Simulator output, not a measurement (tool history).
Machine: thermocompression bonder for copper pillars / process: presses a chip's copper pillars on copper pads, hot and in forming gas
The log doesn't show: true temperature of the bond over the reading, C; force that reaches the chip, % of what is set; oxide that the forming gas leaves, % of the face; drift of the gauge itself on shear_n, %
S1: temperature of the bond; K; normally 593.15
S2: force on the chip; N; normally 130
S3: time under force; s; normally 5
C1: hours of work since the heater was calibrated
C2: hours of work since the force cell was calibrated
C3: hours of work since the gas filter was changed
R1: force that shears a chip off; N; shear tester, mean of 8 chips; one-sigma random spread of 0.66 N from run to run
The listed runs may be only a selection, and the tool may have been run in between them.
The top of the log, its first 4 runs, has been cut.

run	hour	S1	S2	S3	C1	C2	C3	R1
5	207.6	593.15	130	5	154	112	372	60
6	271.1	593.15	130	5	205	162	422	61.1
7	331.8	593.15	130	5	252	210	470	61.7
# hour 359: forming gas filter changed
8	398.6	593.15	130	5	305	262	31	62
9	454.3	593.15	130	5	349	306	75	60.2
10	508.5	593.15	130	5	392	349	118	61.5
11	582.8	593.15	95	5	450	407	177	53.9
12	654.5	593.15	95	5	507	464	233	53.9
13	695.7	593.15	130	5	539	496	266	61.3
14	732.8	593.15	130	5	569	526	295	60.1
15	777.8	593.15	130	5	604	561	331	61.3
# hour 806.6: heater calibrated with a thermocouple chip
16	839.5	593.15	130	5	26	608	378	60.9
17	886.1	593.15	130	5	63	645	414	59.6
18	936.8	593.15	130	5	103	685	455	61.1
19	970.7	593.15	130	5	130	712	481	60.5
# hour 986.9: forming gas filter changed
20	1052.2	593.15	130	5	194	776	52	61.6
21	1101.5	593.15	130	5	232	815	90	59.6
22	1182.4	614.15	115	5	296	879	154	68
23	1229.5	587.15	132	5	333	916	191	57
24	1285.6	604.15	130	8	378	960	236	71.4
25	1325.4	608.15	126	9	409	992	267	74.5
26	1377.4	593.15	130	5	450	1033	308	60.7
27	1438.5	593.15	149	12	498	1081	356	76
28	1478	588.15	130	5	530	1112	388	57.5

The next listed run, before its measurement:
29	1514.3	598.15	114	6	558	1141	416	?

R1: 63.3 N
On a tool with no hidden condition, and with the same random variation, this run would have come out at R1 63.4 N.

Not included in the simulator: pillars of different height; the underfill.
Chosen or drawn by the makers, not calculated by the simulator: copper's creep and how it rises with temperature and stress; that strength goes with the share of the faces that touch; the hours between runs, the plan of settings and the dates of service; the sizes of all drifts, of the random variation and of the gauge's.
